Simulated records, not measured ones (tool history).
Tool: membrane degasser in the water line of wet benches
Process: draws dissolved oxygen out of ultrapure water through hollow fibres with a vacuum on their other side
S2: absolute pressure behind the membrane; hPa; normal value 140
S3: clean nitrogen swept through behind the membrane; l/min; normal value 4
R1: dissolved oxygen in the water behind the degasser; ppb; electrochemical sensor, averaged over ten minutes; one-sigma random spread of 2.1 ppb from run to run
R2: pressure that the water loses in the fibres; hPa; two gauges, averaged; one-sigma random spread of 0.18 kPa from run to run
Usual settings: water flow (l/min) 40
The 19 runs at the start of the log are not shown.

run 20 hour=2334.8 | water_flow_(l/min)=31 S2=252 S3=6.92 | R1=241.6 R2=274.6
run 21 hour=2454.5 | water_flow_(l/min)=31 S2=252 S3=6.92 | R1=244.4 R2=271.8
run 22 hour=2589.8 | water_flow_(l/min)=48 S2=252 S3=5.76 | R1=452.2 R2=422
run 23 hour=2676.5 | water_flow_(l/min)=48 S2=252 S3=5.76 | R1=454.9 R2=421.7
run 24 hour=2818.1 | water_flow_(l/min)=61 S2=101 S3=4 | R1=298.6 R2=536.4
run 25 hour=2974.1 | water_flow_(l/min)=61 S2=101 S3=4 | R1=300.8 R2=538.2
run 26 hour=3076 | water_flow_(l/min)=25 S2=254 S3=11.39 | R1=121.7 R2=221.4
run 27 hour=3268.9 | water_flow_(l/min)=32 S2=111 S3=4 | R1=159 R2=283.4
run 28 hour=3418.6 | water_flow_(l/min)=32 S2=111 S3=4 | R1=157.6 R2=285.5
run 29 hour=3555.9 | water_flow_(l/min)=32 S2=111 S3=4 | R1=156.7 R2=282.8
run 30 hour=3750.6 | water_flow_(l/min)=32 S2=111 S3=4 | R1=159.9 R2=283.8
run 31 hour=3929.8 | water_flow_(l/min)=41 S2=140 S3=4 | R1=277.5 R2=363.3
run 32 hour=4051.8 | water_flow_(l/min)=56 S2=157 S3=6.11 | R1=317.4 R2=493.9

What if the next run were any one of these 3? Each begins from the tool's condition after run 32:
run A hour=4165.5 | water_flow_(l/min)=49 S2=157 S3=3.57 | R1=? R2=?
run B hour=4165.5 | water_flow_(l/min)=40 S2=330 S3=4 | R1=? R2=?
run C hour=4165.5 | water_flow_(l/min)=47 S2=157 S3=6.11 | R1=? R2=?

run=A R1=415.8 R2=434.4
run=B R1=668.1 R2=352.9
run=C R1=258.9 R2=411.7
What these runs would have given with no unlogged condition in the tool:
run=A R1=415.6 R2=434.2
run=B R1=667.8 R2=352.8
run=C R1=258.8 R2=411.6
